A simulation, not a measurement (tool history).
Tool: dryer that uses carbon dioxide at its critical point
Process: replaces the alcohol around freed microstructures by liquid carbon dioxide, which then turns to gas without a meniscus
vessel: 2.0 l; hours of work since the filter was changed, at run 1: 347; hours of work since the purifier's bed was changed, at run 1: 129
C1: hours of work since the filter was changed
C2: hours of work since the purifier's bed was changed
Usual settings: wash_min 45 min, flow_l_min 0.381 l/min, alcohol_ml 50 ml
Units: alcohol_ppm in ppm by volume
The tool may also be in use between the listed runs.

{"run": 1, "hour": 0.0, "wash_min": 45, "flow_l_min": 0.381, "alcohol_ml": 50, "C1": 347, "C2": 129, "alcohol_ppm": 70}
{"run": 2, "hour": 17.2, "wash_min": 45, "flow_l_min": 0.381, "alcohol_ml": 50, "C1": 357, "C2": 139, "alcohol_ppm": 78}
{"run": 3, "hour": 27.9, "wash_min": 45, "flow_l_min": 0.381, "alcohol_ml": 50, "C1": 363, "C2": 145, "alcohol_ppm": 78}
{"run": 4, "hour": 43.7, "wash_min": 45, "flow_l_min": 0.381, "alcohol_ml": 50, "C1": 373, "C2": 155, "alcohol_ppm": 82}
{"run": 5, "hour": 56.7, "wash_min": 37, "flow_l_min": 0.381, "alcohol_ml": 50, "C1": 381, "C2": 162, "alcohol_ppm": 140}
{"run": 6, "hour": 70.4, "wash_min": 37, "flow_l_min": 0.381, "alcohol_ml": 50, "C1": 389, "C2": 171, "alcohol_ppm": 145}
{"run": 7, "hour": 78.3, "wash_min": 45, "flow_l_min": 0.381, "alcohol_ml": 50, "C1": 393, "C2": 175, "alcohol_ppm": 94}
{"run": 8, "hour": 86.1, "wash_min": 45, "flow_l_min": 0.381, "alcohol_ml": 50, "C1": 398, "C2": 180, "alcohol_ppm": 99}
{"run": 9, "hour": 99.3, "wash_min": 45, "flow_l_min": 0.381, "alcohol_ml": 50, "C1": 406, "C2": 188, "alcohol_ppm": 97}
{"hour": 114.2, "done": "inlet filter changed"}
{"run": 10, "hour": 115.8, "wash_min": 45, "flow_l_min": 0.381, "alcohol_ml": 50, "C1": 1, "C2": 197, "alcohol_ppm": 88}
{"run": 11, "hour": 131.5, "wash_min": 45, "flow_l_min": 0.381, "alcohol_ml": 27, "C1": 10, "C2": 206, "alcohol_ppm": 91}
{"run": 12, "hour": 144.3, "wash_min": 33, "flow_l_min": 0.381, "alcohol_ml": 50, "C1": 18, "C2": 214, "alcohol_ppm": 155}
{"run": 13, "hour": 158.5, "wash_min": 33, "flow_l_min": 0.381, "alcohol_ml": 50, "C1": 26, "C2": 223, "alcohol_ppm": 147}
{"run": 14, "hour": 169.5, "wash_min": 33, "flow_l_min": 0.381, "alcohol_ml": 50, "C1": 33, "C2": 229, "alcohol_ppm": 141}
{"run": 15, "hour": 182.5, "wash_min": 33, "flow_l_min": 0.381, "alcohol_ml": 50, "C1": 41, "C2": 237, "alcohol_ppm": 160}
{"run": 16, "hour": 198.0, "wash_min": 57, "flow_l_min": 0.381, "alcohol_ml": 50, "C1": 50, "C2": 246, "alcohol_ppm": 91}
{"run": 17, "hour": 214.5, "wash_min": 45, "flow_l_min": 0.381, "alcohol_ml": 50, "C1": 60, "C2": 256, "alcohol_ppm": 105}
{"run": 18, "hour": 225.8, "wash_min": 45, "flow_l_min": 0.381, "alcohol_ml": 50, "C1": 67, "C2": 263, "alcohol_ppm": 108}
{"run": 19, "hour": 234.1, "wash_min": 45, "flow_l_min": 0.361, "alcohol_ml": 90, "C1": 72, "C2": 268, "alcohol_ppm": 134}
{"run": 20, "hour": 248.1, "wash_min": 45, "flow_l_min": 0.361, "alcohol_ml": 90, "C1": 80, "C2": 276, "alcohol_ppm": 136}
{"run": 21, "hour": 266.3, "wash_min": 45, "flow_l_min": 0.361, "alcohol_ml": 90, "C1": 91, "C2": 287, "alcohol_ppm": 135}
{"run": 22, "hour": 280.7, "wash_min": 55, "flow_l_min": 0.381, "alcohol_ml": 50, "C1": 99, "C2": 296, "alcohol_ppm": 119}
{"run": 23, "hour": 293.3, "wash_min": 34, "flow_l_min": 0.343, "alcohol_ml": 47, "C1": 107, "C2": 303, "alcohol_ppm": 222}
{"run": 24, "hour": 309.0, "wash_min": 31, "flow_l_min": 0.583, "alcohol_ml": 103, "C1": 116, "C2": 312, "alcohol_ppm": 130}
{"run": 25, "hour": 320.6, "wash_min": 31, "flow_l_min": 0.583, "alcohol_ml": 103, "C1": 123, "C2": 319, "alcohol_ppm": 138}
{"run": 26, "hour": 335.7, "wash_min": 31, "flow_l_min": 0.583, "alcohol_ml": 103, "C1": 132, "C2": 328, "alcohol_ppm": 138}
{"run": 27, "hour": 352.7, "wash_min": 31, "flow_l_min": 0.518, "alcohol_ml": 37, "C1": 142, "C2": 339, "alcohol_ppm": 145}
{"run": 28, "hour": 371.4, "wash_min": 31, "flow_l_min": 0.518, "alcohol_ml": 37, "C1": 154, "C2": 350, "alcohol_ppm": 142}
{"run": 29, "hour": 387.5, "wash_min": 30, "flow_l_min": 0.449, "alcohol_ml": 21, "C1": 163, "C2": 359, "alcohol_ppm": 164}
{"run": 30, "hour": 403.1, "wash_min": 36, "flow_l_min": 0.449, "alcohol_ml": 21, "C1": 172, "C2": 369, "alcohol_ppm": 150}
{"run": 31, "hour": 417.8, "wash_min": 32, "flow_l_min": 0.255, "alcohol_ml": 57, "C1": 181, "C2": 377, "alcohol_ppm": 909}
{"run": 32, "hour": 435.0, "wash_min": 32, "flow_l_min": 0.255, "alcohol_ml": 57, "C1": 192, "C2": 388, "alcohol_ppm": 969}
{"run": 33, "hour": 446.4, "wash_min": 52, "flow_l_min": 0.267, "alcohol_ml": 94, "C1": 198, "C2": 394, "alcohol_ppm": 257}
{"run": 34, "hour": 457.0, "wash_min": 52, "flow_l_min": 0.267, "alcohol_ml": 24, "C1": 205, "C2": 401, "alcohol_ppm": 166}
{"run": 35, "hour": 467.6, "wash_min": 55, "flow_l_min": 0.325, "alcohol_ml": 67, "C1": 211, "C2": 407, "alcohol_ppm": 171}
{"run": 36, "hour": 483.3, "wash_min": 55, "flow_l_min": 0.325, "alcohol_ml": 67, "C1": 220, "C2": 416, "alcohol_ppm": 182}

5 ways to go on from here, each from the tool as it stands after run 36. What would each give?
{"run": "A", "hour": 498.7, "wash_min": 59, "flow_l_min": 0.266, "alcohol_ml": 50, "C1": 230, "C2": 426, "alcohol_ppm": "?"}
{"run": "B", "hour": 498.7, "wash_min": 45, "flow_l_min": 0.311, "alcohol_ml": 50, "C1": 230, "C2": 426, "alcohol_ppm": "?"}
{"run": "C", "hour": 498.7, "wash_min": 28, "flow_l_min": 0.24, "alcohol_ml": 67, "C1": 230, "C2": 426, "alcohol_ppm": "?"}
{"run": "D", "hour": 498.7, "wash_min": 55, "flow_l_min": 0.325, "alcohol_ml": 21, "C1": 230, "C2": 426, "alcohol_ppm": "?"}
{"run": "E", "hour": 498.7, "wash_min": 45, "flow_l_min": 0.381, "alcohol_ml": 51, "C1": 230, "C2": 426, "alcohol_ppm": "?"}

run=A alcohol_ppm=186
run=B alcohol_ppm=208
run=C alcohol_ppm=1998
run=D alcohol_ppm=170
run=E alcohol_ppm=175
Without the tool's hidden state the same runs would have given:
run=A alcohol_ppm=15
run=B alcohol_ppm=26
run=C alcohol_ppm=1374
run=D alcohol_ppm=5
run=E alcohol_ppm=8
